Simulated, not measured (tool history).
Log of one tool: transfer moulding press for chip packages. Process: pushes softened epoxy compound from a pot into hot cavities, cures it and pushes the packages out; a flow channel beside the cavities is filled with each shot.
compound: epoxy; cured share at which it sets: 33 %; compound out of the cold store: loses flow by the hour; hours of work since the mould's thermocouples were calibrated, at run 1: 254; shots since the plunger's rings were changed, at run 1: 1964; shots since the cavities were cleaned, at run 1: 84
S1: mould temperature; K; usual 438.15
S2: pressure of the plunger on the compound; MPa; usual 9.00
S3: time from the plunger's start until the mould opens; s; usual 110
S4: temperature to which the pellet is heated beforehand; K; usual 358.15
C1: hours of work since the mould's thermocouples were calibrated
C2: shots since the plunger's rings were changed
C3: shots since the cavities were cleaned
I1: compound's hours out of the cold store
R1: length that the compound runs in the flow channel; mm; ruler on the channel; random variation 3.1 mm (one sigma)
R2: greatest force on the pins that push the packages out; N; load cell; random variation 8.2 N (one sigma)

run 1 hour=0.0 | S1=438.15 S2=9.00 S3=110 S4=358.15 | C1=254 C2=1964 C3=84 | I1=11.6 | R1=862 R2=462
run 2 hour=12.9 | S1=438.15 S2=9.00 S3=110 S4=358.15 | C1=263 C2=2122 C3=242 | I1=9.9 | R1=873 R2=534
-- hour=29.4 cavities cleaned with cleaning compound and waxed
run 3 hour=32.3 | S1=438.15 S2=8.31 S3=110 S4=358.15 | C1=276 C2=2341 C3=36 | I1=34.1 | R1=734 R2=530
run 4 hour=42.9 | S1=438.15 S2=9.17 S3=110 S4=358.15 | C1=283 C2=2471 C3=166 | I1=20.4 | R1=821 R2=593
run 5 hour=62.1 | S1=438.15 S2=9.17 S3=110 S4=358.15 | C1=297 C2=2706 C3=401 | I1=27.7 | R1=794 R2=592
-- hour=64.8 cavities cleaned with cleaning compound and waxed, once more
run 6 hour=75.7 | S1=438.15 S2=9.17 S3=110 S4=358.15 | C1=306 C2=2855 C3=134 | I1=8.8 | R1=870 R2=491
run 7 hour=85.8 | S1=438.15 S2=9.17 S3=110 S4=358.15 | C1=313 C2=2979 C3=258 | I1=23.0 | R1=806 R2=503
-- hour=94.6 mould's thermocouples calibrated
run 8 hour=99.5 | S1=438.15 S2=9.17 S3=110 S4=358.15 | C1=4 C2=3122 C3=401 | I1=31.4 | R1=767 R2=498
-- hour=102.9 cavities cleaned with cleaning compound and waxed
run 9 hour=114.5 | S1=438.15 S2=9.17 S3=110 S4=358.15 | C1=13 C2=3286 C3=142 | I1=17.6 | R1=826 R2=447
-- hour=118.6 plunger's sealing rings changed
run 10 hour=131.3 | S1=438.15 S2=9.17 S3=110 S4=358.15 | C1=23 C2=155 C3=318 | I1=17.0 | R1=874 R2=512
-- hour=141.1 cavities cleaned with cleaning compound and waxed
run 11 hour=147.0 | S1=444.15 S2=9.00 S3=110 S4=358.15 | C1=33 C2=329 C3=72 | I1=13.2 | R1=864 R2=323
run 12 hour=165.9 | S1=444.15 S2=9.00 S3=110 S4=358.15 | C1=47 C2=560 C3=303 | I1=15.5 | R1=847 R2=371
-- hour=177.5 cavities cleaned with cleaning compound and waxed
run 13 hour=178.3 | S1=444.15 S2=9.00 S3=110 S4=358.15 | C1=55 C2=694 C3=10 | I1=35.8 | R1=758 R2=280
run 14 hour=193.5 | S1=444.15 S2=9.00 S3=110 S4=358.15 | C1=65 C2=881 C3=197 | I1=29.8 | R1=782 R2=337
-- hour=214.8 cavities cleaned with cleaning compound and waxed
run 15 hour=216.3 | S1=438.15 S2=7.28 S3=110 S4=358.15 | C1=81 C2=1141 C3=18 | I1=10.0 | R1=796 R2=443
run 16 hour=235.4 | S1=438.15 S2=7.28 S3=110 S4=358.15 | C1=94 C2=1375 C3=252 | I1=26.5 | R1=723 R2=468
run 17 hour=248.5 | S1=438.15 S2=9.00 S3=109 S4=363.15 | C1=104 C2=1535 C3=412 | I1=23.1 | R1=819 R2=487
-- hour=251.4 cavities cleaned with cleaning compound and waxed
run 18 hour=260.1 | S1=442.15 S2=9.00 S3=110 S4=364.15 | C1=111 C2=1659 C3=106 | I1=14.7 | R1=844 R2=347
run 19 hour=275.9 | S1=438.15 S2=7.39 S3=133 S4=358.15 | C1=122 C2=1853 C3=300 | I1=34.1 | R1=697 R2=365
-- hour=287.2 cavities cleaned with cleaning compound and waxed
run 20 hour=296.3 | S1=438.15 S2=10.63 S3=111 S4=350.15 | C1=135 C2=2084 C3=112 | I1=9.9 | R1=951 R2=472
run 21 hour=317.7 | S1=438.15 S2=9.00 S3=110 S4=366.15 | C1=151 C2=2347 C3=375 | I1=13.3 | R1=849 R2=525
-- hour=323.4 cavities cleaned with cleaning compound and waxed
run 22 hour=333.0 | S1=444.15 S2=8.75 S3=137 S4=363.15 | C1=161 C2=2515 C3=117 | I1=16.0 | R1=808 R2=279
run 23 hour=342.6 | S1=435.15 S2=9.00 S3=95 S4=358.15 | C1=167 C2=2632 C3=234 | I1=37.0 | R1=757 R2=800
run 24 hour=354.5 | S1=445.15 S2=9.00 S3=134 S4=356.15 | C1=176 C2=2779 C3=381 | I1=40.0 | R1=714 R2=329
-- hour=360.3 cavities cleaned with cleaning compound and waxed
run 25 hour=377.5 | S1=445.15 S2=7.35 S3=134 S4=356.15 | C1=191 C2=3043 C3=212 | I1=35.9 | R1=654 R2=323
run 26 hour=390.1 | S1=438.15 S2=9.00 S3=110 S4=358.15 | C1=200 C2=3197 C3=366 | I1=44.3 | R1=708 R2=489
-- hour=396.8 cavities cleaned with cleaning compound and waxed
-- hour=403.5 plunger's sealing rings changed
run 27 hour=416.5 | S1=438.15 S2=9.00 S3=110 S4=358.15 | C1=216 C2=159 C3=210 | I1=42.2 | R1=756 R2=451
run 28 hour=426.9 | S1=438.15 S2=9.00 S3=128 S4=366.15 | C1=223 C2=287 C3=338 | I1=23.2 | R1=836 R2=396
-- hour=435.1 cavities cleaned with cleaning compound and waxed
run 29 hour=444.8 | S1=446.15 S2=9.67 S3=137 S4=365.15 | C1=235 C2=488 C3=119 | I1=31.7 | R1=795 R2=278

3 ways to go on from here, each from the tool as it stands after run 29. What would each give?
run A hour=465.3 | S1=441.15 S2=9.67 S3=109 S4=352.15 | C1=250 C2=739 C3=370 | I1=33.1 | R1=? R2=?
run B hour=465.3 | S1=435.15 S2=7.32 S3=110 S4=358.15 | C1=250 C2=739 C3=370 | I1=38.7 | R1=? R2=?
run C hour=465.3 | S1=438.15 S2=10.23 S3=110 S4=358.15 | C1=250 C2=739 C3=370 | I1=25.0 | R1=? R2=?

run=A R1=806 R2=430
run=B R1=694 R2=624
run=C R1=872 R2=523
Without the tool's hidden state the same runs would have given:
run=A R1=816 R2=314
run=B R1=702 R2=451
run=C R1=882 R2=378
